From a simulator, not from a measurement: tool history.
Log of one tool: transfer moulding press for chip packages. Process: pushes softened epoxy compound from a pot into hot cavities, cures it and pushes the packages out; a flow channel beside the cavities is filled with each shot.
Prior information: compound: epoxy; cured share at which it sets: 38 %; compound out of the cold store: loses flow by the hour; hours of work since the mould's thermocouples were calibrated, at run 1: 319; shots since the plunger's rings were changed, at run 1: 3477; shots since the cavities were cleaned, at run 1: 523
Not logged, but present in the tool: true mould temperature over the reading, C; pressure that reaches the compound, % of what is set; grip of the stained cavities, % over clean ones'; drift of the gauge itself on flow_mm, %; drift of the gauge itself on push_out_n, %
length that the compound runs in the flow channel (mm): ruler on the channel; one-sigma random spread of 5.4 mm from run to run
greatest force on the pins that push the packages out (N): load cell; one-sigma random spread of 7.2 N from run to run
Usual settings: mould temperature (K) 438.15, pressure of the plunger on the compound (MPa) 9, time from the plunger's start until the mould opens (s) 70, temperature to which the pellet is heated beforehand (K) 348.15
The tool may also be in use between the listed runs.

| run | hour | mould temperature (K) | pressure of the plunger on the compound (MPa) | time from the plunger's start until the mould opens (s) | temperature to which the pellet is heated beforehand (K) | hours of work since the mould's thermocouples were calibrated | shots since the plunger's rings were changed | shots since the cavities were cleaned | incoming compound's hours out of the cold store | length that the compound runs in the flow channel (mm) | greatest force on the pins that push the packages out (N) |
|---|---|---|---|---|---|---|---|---|---|---|---|
| 1 | 0 | 438.15 | 9 | 70 | 348.15 | 319 | 3477 | 523 | 47.5 | 496 | 495 |
|  | 4.1 | cavities cleaned with cleaning compound and waxed |
|  | 37.5 | cavities cleaned with cleaning compound and waxed |
| 2 | 48.2 | 438.15 | 9 | 103 | 348.15 | 350 | 4308 | 197 | 25.2 | 512 | 290 |
|  | 69.8 | cavities cleaned with cleaning compound and waxed |
| 3 | 76.5 | 438.15 | 9 | 103 | 348.15 | 368 | 4800 | 123 | 32.4 | 493 | 264 |
|  | 102.2 | cavities cleaned with cleaning compound and waxed |
|  | 106.8 | plunger's sealing rings changed |
| 4 | 106.8 | 438.15 | 8.86 | 70 | 348.15 | 386 | 0 | 38 | 44.3 | 528 | 312 |
|  | 138.3 | cavities cleaned with cleaning compound and waxed |
| 5 | 156.4 | 438.15 | 8.86 | 70 | 348.15 | 419 | 885 | 333 | 9.8 | 571 | 443 |
|  | 172.7 | cavities cleaned with cleaning compound and waxed |
|  | 208.4 | cavities cleaned with cleaning compound and waxed |
| 6 | 208.5 | 445.15 | 8.86 | 70 | 348.15 | 453 | 1786 | 2 | 40.6 | 506 | 237 |
|  | 232.4 | mould's thermocouples calibrated |
| 7 | 236.6 | 438.15 | 7.22 | 70 | 348.15 | 3 | 2266 | 482 | 10.3 | 513 | 508 |
|  | 244.4 | cavities cleaned with cleaning compound and waxed |
| 8 | 264.7 | 438.15 | 7.22 | 70 | 348.15 | 21 | 2754 | 373 | 38.5 | 452 | 463 |
|  | 279.4 | cavities cleaned with cleaning compound and waxed |
| 9 | 308.4 | 438.15 | 9 | 70 | 348.15 | 50 | 3529 | 533 | 37.9 | 499 | 513 |
|  | 314.6 | cavities cleaned with cleaning compound and waxed |
| 10 | 337.2 | 438.15 | 9 | 70 | 348.15 | 69 | 4031 | 416 | 39.7 | 499 | 481 |
|  | 348.5 | cavities cleaned with cleaning compound and waxed |
|  | 381 | cavities cleaned with cleaning compound and waxed |
| 11 | 395.9 | 438.15 | 9 | 70 | 348.15 | 107 | 5054 | 275 | 25.9 | 512 | 444 |
|  | 410.1 | plunger's sealing rings changed |
|  | 416.9 | cavities cleaned with cleaning compound and waxed |
| 12 | 446.1 | 438.15 | 9 | 70 | 348.15 | 139 | 633 | 537 | 10.8 | 586 | 515 |
|  | 451.1 | cavities cleaned with cleaning compound and waxed |
| 13 | 479 | 438.15 | 9 | 70 | 348.15 | 160 | 1209 | 512 | 21.1 | 549 | 510 |

For run 14, what comes out?
|  | 484.3 | cavities cleaned with cleaning compound and waxed |
|  | 518 | cavities cleaned with cleaning compound and waxed |
| 14 | 522.4 | 432.15 | 7.07 | 95 | 348.15 | 188 | 1952 | 81 | 39.8 | ? | ? |

length that the compound runs in the flow channel (mm): 475
greatest force on the pins that push the packages out (N): 284
Were there no unlogged condition in the tool, this run, its random variation unchanged, would have produced length that the compound runs in the flow channel (mm) 494, greatest force on the pins that push the packages out (N) 241.
